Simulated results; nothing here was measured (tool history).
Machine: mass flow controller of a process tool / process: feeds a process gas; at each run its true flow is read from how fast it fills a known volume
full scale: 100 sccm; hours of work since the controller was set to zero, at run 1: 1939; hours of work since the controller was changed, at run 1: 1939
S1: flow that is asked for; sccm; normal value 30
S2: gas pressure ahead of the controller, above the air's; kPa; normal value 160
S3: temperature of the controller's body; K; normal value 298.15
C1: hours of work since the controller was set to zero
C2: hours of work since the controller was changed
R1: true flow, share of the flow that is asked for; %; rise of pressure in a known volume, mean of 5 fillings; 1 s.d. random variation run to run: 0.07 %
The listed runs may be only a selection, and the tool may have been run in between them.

run	hour	S1	S2	S3	C1	C2	R1
1	0	30	160	298.15	1939	1939	98.81
2	114.3	30	160	298.15	2022	2022	98.86
3	253.8	30	160	298.15	2124	2124	98.74
4	353.2	30	160	304.15	2197	2197	98.12
5	465.5	30	160	298.15	2279	2279	98.76
6	573.6	30	160	298.15	2358	2358	98.69
7	679	30	160	298.15	2435	2435	98.52
8	754.7	13	160	298.15	2491	2491	98.28
9	843.2	13	160	298.15	2555	2555	98.32
10	956.5	30	160	298.15	2638	2638	98.57
11	1039.6	30	160	298.15	2699	2699	98.6
12	1164.6	30	160	304.15	2790	2790	97.77
13	1267.9	30	160	298.15	2866	2866	98.3
14	1364.1	30	160	298.15	2936	2936	98.28
15	1460.2	30	160	298.15	3006	3006	98.29
16	1552.8	30	160	298.15	3074	3074	98.08
17	1676.7	30	160	298.15	3165	3165	98.25
18	1775.9	70	160	298.15	3237	3237	98.8
19	1902	70	160	311.15	3329	3329	97.43
20	2039.2	70	160	311.15	3430	3430	97.35
21	2181.4	70	160	311.15	3534	3534	97.28
22	2287.4	30	163	298.15	3611	3611	97.99
23	2396	30	160	298.15	3691	3691	97.95
24	2524.5	30	160	301.15	3785	3785	97.46
25	2658.5	30	160	301.15	3883	3883	97.37
26	2753.7	59	160	298.15	3952	3952	98.33
27	2900.3	10	160	302.15	4059	4059	96.87
28	3030.4	24	160	301.15	4155	4155	97.14
29	3124.6	10	189	300.15	4223	4223	96.91
30	3208.1	25	237	306.15	4284	4284	96.19
31	3303.5	69	168	294.15	4354	4354	98.62
32	3442.8	30	160	301.15	4456	4456	97.27
33	3540.4	30	160	301.15	4527	4527	96.99
34	3686.7	30	251	309.15	4634	4634	95.74
35	3759	30	251	309.15	4687	4687	95.66
36	3846.5	30	251	309.15	4751	4751	95.71
37	3976.1	30	251	309.15	4846	4846	95.69
38	4121.2	30	251	309.15	4952	4952	95.67
39	4276.4	30	251	307.15	5066	5066	95.84
40	4421.8	59	195	298.15	5172	5172	97.41
# hour 4493.7: gauge calibrated
41	4529.5	19	160	298.15	5251	5251	98.69
42	4618.2	19	160	298.15	5316	5316	98.58
43	4775.6	19	160	298.15	5431	5431	98.55
44	4854.1	12	182	298.15	5488	5488	98.27
45	4983.6	60	162	311.15	5583	5583	97.77
46	5117.4	52	263	303.15	5680	5680	98.17
47	5246.4	52	263	303.15	5775	5775	97.9
48	5358.4	22	229	299.15	5857	5857	97.99
49	5440.7	72	156	301.15	5917	5917	98.92

Below are 3 alternative next runs, each starting from the tool's condition after run 49. Predict each:
A	5539.3	19	250	298.15	5989	5989	?
B	5539.3	30	160	312.15	5989	5989	?
C	5539.3	21	220	301.15	5989	5989	?

run	R1
A	97.91
B	96.93
C	97.79
With no hidden state in the tool, these same runs would have given:
run	R1
A	98.36
B	97.37
C	98.24
